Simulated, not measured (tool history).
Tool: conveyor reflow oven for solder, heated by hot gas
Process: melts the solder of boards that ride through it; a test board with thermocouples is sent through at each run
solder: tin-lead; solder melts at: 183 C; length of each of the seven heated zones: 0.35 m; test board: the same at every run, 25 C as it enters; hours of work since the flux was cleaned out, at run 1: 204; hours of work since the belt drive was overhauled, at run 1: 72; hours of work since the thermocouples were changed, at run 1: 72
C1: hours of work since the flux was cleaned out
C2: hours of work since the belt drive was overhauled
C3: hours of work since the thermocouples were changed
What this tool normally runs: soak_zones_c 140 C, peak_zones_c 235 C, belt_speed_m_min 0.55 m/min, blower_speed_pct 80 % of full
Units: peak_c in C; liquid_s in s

Run 1, hour 0: usual settings; C1 204; C2 72; C3 72. Result: peak_c 218.4 C, liquid_s 58.5 s.
At hour 26.9: flux residue cleaned out of gas plates and filters.
Run 2, hour 88.6: usual settings; C1 26; C2 108; C3 108. Result: peak_c 220.1 C, liquid_s 60.3 s.
Run 3, hour 168.8: usual settings; C1 61; C2 142; C3 142. Result: peak_c 220 C, liquid_s 60.1 s.
Run 4, hour 245.6: usual settings; C1 93; C2 175; C3 175. Result: peak_c 219.7 C, liquid_s 59.9 s.
Run 5, hour 325.1: usual settings; C1 127; C2 209; C3 209. Result: peak_c 219.2 C, liquid_s 59.4 s.
Run 6, hour 376.6: usual settings but blower_speed_pct 57 % of full; C1 149; C2 231; C3 231. Result: peak_c 212.2 C, liquid_s 52.6 s.
Run 7, hour 418.4: usual settings; C1 167; C2 249; C3 249. Result: peak_c 219.1 C, liquid_s 59.3 s.
Run 8, hour 478.6: usual settings; C1 193; C2 274; C3 274. Result: peak_c 218.7 C, liquid_s 59.2 s.
At hour 532.8: flux residue cleaned out of gas plates and filters.
Run 9, hour 549.4: usual settings but blower_speed_pct 81 % of full; C1 7; C2 303; C3 303. Result: peak_c 221.1 C, liquid_s 61.6 s.
Run 10, hour 617.7: usual settings but blower_speed_pct 81 % of full; C1 36; C2 332; C3 332. Result: peak_c 221 C, liquid_s 61.4 s.
Run 11, hour 696.4: usual settings but blower_speed_pct 64 % of full; C1 70; C2 365; C3 365. Result: peak_c 215.9 C, liquid_s 56.8 s.
Run 12, hour 761.1: usual settings but blower_speed_pct 60 % of full; C1 98; C2 393; C3 393. Result: peak_c 214.1 C, liquid_s 54.9 s.
Run 13, hour 797.1: usual settings but peak_zones_c 242 C, blower_speed_pct 60 % of full; C1 113; C2 408; C3 408. Result: peak_c 220.1 C, liquid_s 59.5 s.
Run 14, hour 850.2: usual settings but peak_zones_c 242 C, blower_speed_pct 60 % of full; C1 136; C2 431; C3 431. Result: peak_c 219.6 C, liquid_s 59.3 s.
Run 15, hour 890.3: usual settings but peak_zones_c 242 C, blower_speed_pct 60 % of full; C1 153; C2 448; C3 448. Result: peak_c 219.3 C, liquid_s 59 s.
Run 16, hour 948: usual settings but peak_zones_c 242 C, blower_speed_pct 60 % of full; C1 178; C2 473; C3 473. Result: peak_c 219.4 C, liquid_s 58.8 s.
At hour 1034.9: flux residue cleaned out of gas plates and filters.
Run 17, hour 1037.2: usual settings but peak_zones_c 242 C, blower_speed_pct 60 % of full; C1 1; C2 509; C3 509. Result: peak_c 221.4 C, liquid_s 61.2 s.
Run 18, hour 1083.9: usual settings but peak_zones_c 242 C, blower_speed_pct 60 % of full; C1 21; C2 529; C3 529. Result: peak_c 221.3 C, liquid_s 60.8 s.
Run 19, hour 1168.1: usual settings but peak_zones_c 242 C, blower_speed_pct 60 % of full; C1 57; C2 565; C3 565. Result: peak_c 221.2 C, liquid_s 60.8 s.
Run 20, hour 1247.6: usual settings but soak_zones_c 150 C, peak_zones_c 246 C, blower_speed_pct 59 % of full; C1 91; C2 599; C3 599. Result: peak_c 225.5 C, liquid_s 68.2 s.
Run 21, hour 1304.1: usual settings but peak_zones_c 244 C, blower_speed_pct 76 % of full; C1 115; C2 623; C3 623. Result: peak_c 227.6 C, liquid_s 65.6 s.
Run 22, hour 1341.2: usual settings but soak_zones_c 150 C; C1 131; C2 639; C3 639. Result: peak_c 222.2 C, liquid_s 66.4 s.
At hour 1378.6: thermocouples of zones 6 and 7 changed.
Run 23, hour 1404.3: usual settings but soak_zones_c 134 C, peak_zones_c 248 C, blower_speed_pct 58 % of full; C1 157; C2 665; C3 11. Result: peak_c 221.3 C, liquid_s 58.5 s.
Run 24, hour 1468.3: usual settings but soak_zones_c 134 C, peak_zones_c 248 C, blower_speed_pct 78 % of full; C1 184; C2 692; C3 38. Result: peak_c 228 C, liquid_s 64 s.
Run 25, hour 1511.4: usual settings but soak_zones_c 131 C, peak_zones_c 229 C, belt_speed_m_min 0.499 m/min; C1 203; C2 711; C3 57. Result: peak_c 214.4 C, liquid_s 60.1 s.
At hour 1544.4: flux residue cleaned out of gas plates and filters.
Run 26, hour 1596.6: usual settings but soak_zones_c 130 C, peak_zones_c 229 C, belt_speed_m_min 0.601 m/min, blower_speed_pct 72 % of full; C1 22; C2 745; C3 91. Result: peak_c 208.5 C, liquid_s 42.9 s.
Run 27, hour 1641.9: usual settings but belt_speed_m_min 0.551 m/min; C1 42; C2 765; C3 110. Result: peak_c 219.8 C, liquid_s 61.2 s.
Run 28, hour 1707.3: usual settings but belt_speed_m_min 0.551 m/min; C1 70; C2 792; C3 138. Result: peak_c 219.3 C, liquid_s 60.7 s.
Run 29, hour 1755.5: usual settings but soak_zones_c 135 C, blower_speed_pct 51 % of full; C1 90; C2 813; C3 159. Result: peak_c 209.1 C, liquid_s 47.8 s.
Run 30, hour 1838.3: usual settings but soak_zones_c 149 C, belt_speed_m_min 0.613 m/min; C1 126; C2 848; C3 194. Result: peak_c 217.4 C, liquid_s 56 s.

4 ways to go on from here, each from the tool as it stands after run 30. What would each give?
Run A, hour 1896.1: usual settings but belt_speed_m_min 0.532 m/min; C1 150; C2 873; C3 219. Result: peak_c ?, liquid_s ?.
Run B, hour 1896.1: usual settings but peak_zones_c 241 C, belt_speed_m_min 0.597 m/min, blower_speed_pct 51 % of full; C1 150; C2 873; C3 219. Result: peak_c ?, liquid_s ?.
Run C, hour 1896.1: usual settings but belt_speed_m_min 0.535 m/min; C1 150; C2 873; C3 219. Result: peak_c ?, liquid_s ?.
Run D, hour 1896.1: usual settings but belt_speed_m_min 0.476 m/min; C1 150; C2 873; C3 219. Result: peak_c ?, liquid_s ?.

run  peak_c  liquid_s
  A     220      63.5
  B     211      47.2
  C   219.9      63.1
  D   223.3      74.2
Take away the tool's hidden state, keep each run's random variation, and the runs would have read:
run  peak_c  liquid_s
  A     221      62.7
  B   211.6      46.6
  C   220.9      62.3
  D   224.2        73

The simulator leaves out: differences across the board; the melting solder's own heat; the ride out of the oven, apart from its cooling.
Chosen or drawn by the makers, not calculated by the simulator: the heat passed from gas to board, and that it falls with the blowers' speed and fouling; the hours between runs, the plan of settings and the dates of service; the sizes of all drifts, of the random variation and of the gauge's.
